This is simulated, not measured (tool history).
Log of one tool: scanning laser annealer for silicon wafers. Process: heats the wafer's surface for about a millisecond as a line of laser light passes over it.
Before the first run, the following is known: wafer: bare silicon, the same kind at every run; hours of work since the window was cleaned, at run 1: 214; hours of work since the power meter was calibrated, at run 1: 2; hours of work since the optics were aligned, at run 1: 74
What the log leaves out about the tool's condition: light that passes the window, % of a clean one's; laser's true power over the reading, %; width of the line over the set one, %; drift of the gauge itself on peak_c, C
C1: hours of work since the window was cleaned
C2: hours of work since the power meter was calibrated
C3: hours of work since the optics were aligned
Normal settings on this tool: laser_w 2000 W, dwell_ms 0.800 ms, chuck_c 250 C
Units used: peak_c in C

{"run": 1, "hour": 0.0, "laser_w": 2000, "dwell_ms": 0.8, "chuck_c": 250, "C1": 214, "C2": 2, "C3": 74, "peak_c": 1006}
{"run": 2, "hour": 41.7, "laser_w": 2000, "dwell_ms": 0.8, "chuck_c": 250, "C1": 240, "C2": 28, "C3": 99, "peak_c": 1005}
{"run": 3, "hour": 96.5, "laser_w": 2000, "dwell_ms": 0.8, "chuck_c": 250, "C1": 274, "C2": 62, "C3": 133, "peak_c": 1006}
{"run": 4, "hour": 131.7, "laser_w": 2000, "dwell_ms": 0.853, "chuck_c": 250, "C1": 295, "C2": 84, "C3": 155, "peak_c": 1025}
{"run": 5, "hour": 190.2, "laser_w": 2000, "dwell_ms": 0.853, "chuck_c": 250, "C1": 331, "C2": 120, "C3": 191, "peak_c": 1028}
{"run": 6, "hour": 227.9, "laser_w": 2000, "dwell_ms": 0.8, "chuck_c": 250, "C1": 355, "C2": 143, "C3": 214, "peak_c": 1004}
{"run": 7, "hour": 265.4, "laser_w": 2000, "dwell_ms": 0.8, "chuck_c": 250, "C1": 378, "C2": 166, "C3": 237, "peak_c": 1004}
{"run": 8, "hour": 302.1, "laser_w": 2000, "dwell_ms": 0.8, "chuck_c": 250, "C1": 400, "C2": 189, "C3": 260, "peak_c": 1006}
{"run": 9, "hour": 340.2, "laser_w": 2000, "dwell_ms": 0.8, "chuck_c": 250, "C1": 424, "C2": 212, "C3": 283, "peak_c": 1005}
{"run": 10, "hour": 377.2, "laser_w": 2000, "dwell_ms": 0.8, "chuck_c": 250, "C1": 447, "C2": 235, "C3": 306, "peak_c": 1000}
{"run": 11, "hour": 451.6, "laser_w": 2000, "dwell_ms": 0.8, "chuck_c": 250, "C1": 492, "C2": 281, "C3": 352, "peak_c": 1003}
{"run": 12, "hour": 486.5, "laser_w": 2000, "dwell_ms": 0.8, "chuck_c": 250, "C1": 514, "C2": 302, "C3": 373, "peak_c": 1005}
{"run": 13, "hour": 530.8, "laser_w": 2000, "dwell_ms": 0.98, "chuck_c": 250, "C1": 541, "C2": 330, "C3": 401, "peak_c": 1075}
{"run": 14, "hour": 586.9, "laser_w": 2000, "dwell_ms": 0.8, "chuck_c": 250, "C1": 576, "C2": 364, "C3": 435, "peak_c": 1006}
{"run": 15, "hour": 666.5, "laser_w": 2000, "dwell_ms": 0.8, "chuck_c": 250, "C1": 625, "C2": 413, "C3": 484, "peak_c": 1005}
{"run": 16, "hour": 740.7, "laser_w": 2000, "dwell_ms": 0.8, "chuck_c": 250, "C1": 671, "C2": 459, "C3": 530, "peak_c": 1004}
{"run": 17, "hour": 797.0, "laser_w": 2000, "dwell_ms": 0.8, "chuck_c": 289, "C1": 705, "C2": 494, "C3": 565, "peak_c": 1045}
{"run": 18, "hour": 869.3, "laser_w": 2000, "dwell_ms": 0.8, "chuck_c": 289, "C1": 750, "C2": 538, "C3": 609, "peak_c": 1043}
{"run": 19, "hour": 909.4, "laser_w": 2000, "dwell_ms": 0.566, "chuck_c": 250, "C1": 775, "C2": 563, "C3": 634, "peak_c": 898}
{"run": 20, "hour": 981.9, "laser_w": 2000, "dwell_ms": 0.775, "chuck_c": 250, "C1": 819, "C2": 608, "C3": 679, "peak_c": 993}
{"hour": 1048.3, "done": "window over the wafer cleaned"}
{"run": 21, "hour": 1064.4, "laser_w": 2070, "dwell_ms": 0.8, "chuck_c": 233, "C1": 10, "C2": 657, "C3": 728, "peak_c": 1018}
{"run": 22, "hour": 1100.4, "laser_w": 2070, "dwell_ms": 0.8, "chuck_c": 233, "C1": 32, "C2": 679, "C3": 751, "peak_c": 1016}
{"run": 23, "hour": 1170.7, "laser_w": 2070, "dwell_ms": 0.605, "chuck_c": 215, "C1": 75, "C2": 723, "C3": 794, "peak_c": 906}
{"run": 24, "hour": 1255.8, "laser_w": 2070, "dwell_ms": 0.605, "chuck_c": 215, "C1": 128, "C2": 775, "C3": 846, "peak_c": 906}
{"run": 25, "hour": 1303.6, "laser_w": 2097, "dwell_ms": 0.605, "chuck_c": 230, "C1": 157, "C2": 805, "C3": 876, "peak_c": 933}
{"run": 26, "hour": 1345.6, "laser_w": 2000, "dwell_ms": 0.875, "chuck_c": 224, "C1": 183, "C2": 831, "C3": 902, "peak_c": 1011}
{"run": 27, "hour": 1414.8, "laser_w": 2000, "dwell_ms": 0.765, "chuck_c": 232, "C1": 226, "C2": 873, "C3": 944, "peak_c": 970}
{"run": 28, "hour": 1467.5, "laser_w": 2000, "dwell_ms": 0.765, "chuck_c": 232, "C1": 258, "C2": 906, "C3": 977, "peak_c": 971}
{"run": 29, "hour": 1546.0, "laser_w": 1925, "dwell_ms": 0.573, "chuck_c": 232, "C1": 307, "C2": 954, "C3": 1025, "peak_c": 855}
{"run": 30, "hour": 1580.5, "laser_w": 1770, "dwell_ms": 0.622, "chuck_c": 217, "C1": 328, "C2": 975, "C3": 1047, "peak_c": 809}
{"run": 31, "hour": 1626.0, "laser_w": 2000, "dwell_ms": 0.699, "chuck_c": 243, "C1": 356, "C2": 1003, "C3": 1075, "peak_c": 956}
{"run": 32, "hour": 1662.1, "laser_w": 1960, "dwell_ms": 0.699, "chuck_c": 279, "C1": 378, "C2": 1026, "C3": 1097, "peak_c": 974}
{"run": 33, "hour": 1715.1, "laser_w": 1987, "dwell_ms": 0.699, "chuck_c": 279, "C1": 411, "C2": 1058, "C3": 1129, "peak_c": 983}
{"hour": 1743.0, "done": "optics aligned, line set to its width"}
{"run": 34, "hour": 1781.3, "laser_w": 1987, "dwell_ms": 0.699, "chuck_c": 279, "C1": 449, "C2": 1096, "C3": 24, "peak_c": 985}
{"run": 35, "hour": 1849.1, "laser_w": 1763, "dwell_ms": 0.8, "chuck_c": 270, "C1": 490, "C2": 1138, "C3": 65, "peak_c": 930}
{"run": 36, "hour": 1900.0, "laser_w": 1763, "dwell_ms": 0.8, "chuck_c": 270, "C1": 522, "C2": 1169, "C3": 97, "peak_c": 927}
{"run": 37, "hour": 1982.1, "laser_w": 1980, "dwell_ms": 0.893, "chuck_c": 245, "C1": 572, "C2": 1220, "C3": 147, "peak_c": 1028}
{"run": 38, "hour": 2033.0, "laser_w": 2000, "dwell_ms": 0.889, "chuck_c": 250, "C1": 604, "C2": 1251, "C3": 179, "peak_c": 1042}
{"run": 39, "hour": 2086.7, "laser_w": 2156, "dwell_ms": 0.622, "chuck_c": 250, "C1": 637, "C2": 1284, "C3": 212, "peak_c": 978}
{"run": 40, "hour": 2169.9, "laser_w": 2179, "dwell_ms": 0.582, "chuck_c": 250, "C1": 688, "C2": 1336, "C3": 263, "peak_c": 970}

Branching from run 40: 5 alternative next runs. What would each branch give?
{"run": "A", "hour": 2247.1, "laser_w": 2101, "dwell_ms": 0.8, "chuck_c": 239, "C1": 736, "C2": 1383, "C3": 311, "peak_c": "?"}
{"run": "B", "hour": 2247.1, "laser_w": 2179, "dwell_ms": 0.81, "chuck_c": 222, "C1": 736, "C2": 1383, "C3": 311, "peak_c": "?"}
{"run": "C", "hour": 2247.1, "laser_w": 2045, "dwell_ms": 0.583, "chuck_c": 235, "C1": 736, "C2": 1383, "C3": 311, "peak_c": "?"}
{"run": "D", "hour": 2247.1, "laser_w": 2179, "dwell_ms": 0.57, "chuck_c": 227, "C1": 736, "C2": 1383, "C3": 311, "peak_c": "?"}
{"run": "E", "hour": 2247.1, "laser_w": 2050, "dwell_ms": 0.63, "chuck_c": 218, "C1": 736, "C2": 1383, "C3": 311, "peak_c": "?"}

run=A peak_c=1034
run=B peak_c=1052
run=C peak_c=907
run=D peak_c=943
run=E peak_c=914
The same runs, with their run-to-run variation unchanged, on a tool lacking any hidden condition would have given:
run=A peak_c=1035
run=B peak_c=1053
run=C peak_c=908
run=D peak_c=943
run=E peak_c=915
